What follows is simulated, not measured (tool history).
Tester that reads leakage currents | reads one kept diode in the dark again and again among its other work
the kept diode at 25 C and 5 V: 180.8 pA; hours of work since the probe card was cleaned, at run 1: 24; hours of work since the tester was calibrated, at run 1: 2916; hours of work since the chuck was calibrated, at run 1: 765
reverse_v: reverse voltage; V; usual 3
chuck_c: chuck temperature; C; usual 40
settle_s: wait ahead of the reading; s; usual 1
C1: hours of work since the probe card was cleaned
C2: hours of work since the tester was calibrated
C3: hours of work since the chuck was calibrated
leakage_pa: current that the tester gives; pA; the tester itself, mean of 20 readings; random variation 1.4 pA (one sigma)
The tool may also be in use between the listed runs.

{"run": 1, "hour": 0.0, "reverse_v": 3, "chuck_c": 40, "settle_s": 1, "C1": 24, "C2": 2916, "C3": 765, "leakage_pa": 403.81}
{"run": 2, "hour": 197.9, "reverse_v": 3, "chuck_c": 40, "settle_s": 2, "C1": 181, "C2": 3073, "C3": 922, "leakage_pa": 396.63}
{"run": 3, "hour": 368.5, "reverse_v": 4.86, "chuck_c": 40, "settle_s": 1, "C1": 316, "C2": 3208, "C3": 1058, "leakage_pa": 500.71}
{"hour": 486.5, "done": "chuck's temperature calibrated"}
{"run": 4, "hour": 496.1, "reverse_v": 4.86, "chuck_c": 40, "settle_s": 1, "C1": 416, "C2": 3308, "C3": 8, "leakage_pa": 575.97}
{"run": 5, "hour": 667.2, "reverse_v": 4.86, "chuck_c": 40, "settle_s": 1, "C1": 552, "C2": 3444, "C3": 144, "leakage_pa": 570.6}
{"run": 6, "hour": 762.2, "reverse_v": 3, "chuck_c": 40, "settle_s": 1, "C1": 627, "C2": 3519, "C3": 219, "leakage_pa": 439.08}
{"run": 7, "hour": 850.4, "reverse_v": 3, "chuck_c": 40, "settle_s": 1, "C1": 697, "C2": 3589, "C3": 289, "leakage_pa": 436.6}
{"run": 8, "hour": 1019.5, "reverse_v": 3.89, "chuck_c": 40, "settle_s": 1, "C1": 832, "C2": 3724, "C3": 423, "leakage_pa": 490.66}
{"run": 9, "hour": 1173.9, "reverse_v": 3.89, "chuck_c": 40, "settle_s": 1, "C1": 954, "C2": 3846, "C3": 546, "leakage_pa": 482.53}
{"run": 10, "hour": 1325.8, "reverse_v": 2.27, "chuck_c": 44, "settle_s": 2.26, "C1": 1075, "C2": 3967, "C3": 667, "leakage_pa": 482.25}
{"run": 11, "hour": 1408.9, "reverse_v": 2.27, "chuck_c": 59, "settle_s": 2.83, "C1": 1141, "C2": 4033, "C3": 732, "leakage_pa": 1352.31}
{"run": 12, "hour": 1513.9, "reverse_v": 2.27, "chuck_c": 59, "settle_s": 2.83, "C1": 1224, "C2": 4116, "C3": 816, "leakage_pa": 1346.86}
{"run": 13, "hour": 1616.6, "reverse_v": 6.89, "chuck_c": 45, "settle_s": 5.4, "C1": 1306, "C2": 4198, "C3": 897, "leakage_pa": 895.43}
{"run": 14, "hour": 1813.8, "reverse_v": 17.6, "chuck_c": 40, "settle_s": 1, "C1": 1462, "C2": 4354, "C3": 1054, "leakage_pa": 995.85}
{"hour": 1935.2, "done": "probe card cleaned and baked"}
{"hour": 1937.2, "done": "chuck's temperature calibrated"}
{"run": 15, "hour": 1985.5, "reverse_v": 17.6, "chuck_c": 40, "settle_s": 1, "C1": 38, "C2": 4487, "C3": 38, "leakage_pa": 1095.42}

Forecast each of these 4 alternatives for the next run:
{"run": "A", "hour": 2131.9, "reverse_v": 5.25, "chuck_c": 40, "settle_s": 2.58, "C1": 155, "C2": 4603, "C3": 155, "leakage_pa": "?"}
{"run": "B", "hour": 2131.9, "reverse_v": 3, "chuck_c": 40, "settle_s": 1.45, "C1": 155, "C2": 4603, "C3": 155, "leakage_pa": "?"}
{"run": "C", "hour": 2131.9, "reverse_v": 7.39, "chuck_c": 39, "settle_s": 3.03, "C1": 155, "C2": 4603, "C3": 155, "leakage_pa": "?"}
{"run": "D", "hour": 2131.9, "reverse_v": 3, "chuck_c": 34, "settle_s": 8.66, "C1": 155, "C2": 4603, "C3": 155, "leakage_pa": "?"}

run=A leakage_pa=579.75
run=B leakage_pa=436.66
run=C leakage_pa=642.4
run=D leakage_pa=277.09
Without the tool's hidden state the same runs would have given:
run=A leakage_pa=596.76
run=B leakage_pa=449.64
run=C leakage_pa=661.05
run=D leakage_pa=285.37
